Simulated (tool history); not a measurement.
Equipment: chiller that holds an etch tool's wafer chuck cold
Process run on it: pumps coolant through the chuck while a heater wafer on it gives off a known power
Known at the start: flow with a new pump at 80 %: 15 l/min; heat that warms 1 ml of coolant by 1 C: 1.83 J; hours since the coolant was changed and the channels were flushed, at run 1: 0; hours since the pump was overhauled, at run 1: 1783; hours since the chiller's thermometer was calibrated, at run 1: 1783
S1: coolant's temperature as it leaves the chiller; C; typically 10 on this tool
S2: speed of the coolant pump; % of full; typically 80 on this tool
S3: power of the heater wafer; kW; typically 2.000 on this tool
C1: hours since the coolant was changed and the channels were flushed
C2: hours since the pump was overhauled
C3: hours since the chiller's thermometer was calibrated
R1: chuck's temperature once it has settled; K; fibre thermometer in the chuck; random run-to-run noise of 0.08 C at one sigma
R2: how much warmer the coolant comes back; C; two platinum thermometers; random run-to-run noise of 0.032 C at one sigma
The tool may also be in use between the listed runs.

Run 1, hour 0.0: usual settings; C1 0; C2 1783; C3 1783. Result: R1 297.87 K, R2 4.49 C.
Run 2, hour 77.6: usual settings; C1 78; C2 1860; C3 1860. Result: R1 297.71 K, R2 4.54 C.
Run 3, hour 178.1: usual settings but S1 6 C; C1 178; C2 1961; C3 1961. Result: R1 293.74 K, R2 4.53 C.
Run 4, hour 261.3: usual settings but S1 6 C; C1 261; C2 2044; C3 2044. Result: R1 293.78 K, R2 4.54 C.
Run 5, hour 332.4: usual settings but S3 1.511 kW; C1 332; C2 2115; C3 2115. Result: R1 294.12 K, R2 3.40 C.
Run 6, hour 402.2: usual settings but S3 1.511 kW; C1 402; C2 2185; C3 2185. Result: R1 294.24 K, R2 3.39 C.
Run 7, hour 473.9: usual settings but S3 1.511 kW; C1 474; C2 2257; C3 2257. Result: R1 294.14 K, R2 3.45 C.
Run 8, hour 566.6: usual settings but S1 16 C, S3 1.511 kW; C1 567; C2 2349; C3 2349. Result: R1 300.12 K, R2 3.48 C.
Run 9, hour 649.5: usual settings but S1 16 C, S3 1.511 kW; C1 650; C2 2432; C3 2432. Result: R1 300.20 K, R2 3.47 C.
Run 10, hour 748.1: usual settings but S1 16 C, S3 1.511 kW; C1 748; C2 2531; C3 2531. Result: R1 300.32 K, R2 3.42 C.
Run 11, hour 825.0: usual settings; C1 825; C2 2608; C3 2608. Result: R1 297.92 K, R2 4.66 C.
Run 12, hour 886.8: usual settings but S1 15 C, S2 89 % of full, S3 1.603 kW; C1 887; C2 2670; C3 2670. Result: R1 299.38 K, R2 3.31 C.
Run 13, hour 986.4: usual settings but S1 18 C, S2 61 % of full, S3 1.295 kW; C1 986; C2 2769; C3 2769. Result: R1 302.39 K, R2 3.93 C.
Run 14, hour 1047.6: usual settings but S1 16 C, S2 61 % of full, S3 2.143 kW; C1 1048; C2 2830; C3 2830. Result: R1 307.62 K, R2 6.42 C.
Run 15, hour 1104.1: usual settings but S1 16 C, S2 61 % of full, S3 2.143 kW; C1 1104; C2 2887; C3 2887. Result: R1 307.87 K, R2 6.46 C.
Run 16, hour 1162.4: usual settings but S1 16 C, S2 61 % of full, S3 2.143 kW; C1 1162; C2 2945; C3 2945. Result: R1 307.70 K, R2 6.45 C.

Run 17 is up next; what results do you expect?
Run 17, hour 1294.3: usual settings but S3 2.257 kW; C1 1294; C2 3077; C3 3077. Result: R1 ?, R2 ?.

Run 17 measured R1 300.12 K, R2 5.24 C.
Were there no unlogged condition in the tool, this run, its random variation unchanged, would have produced R1 299.40 K, R2 4.93 C.
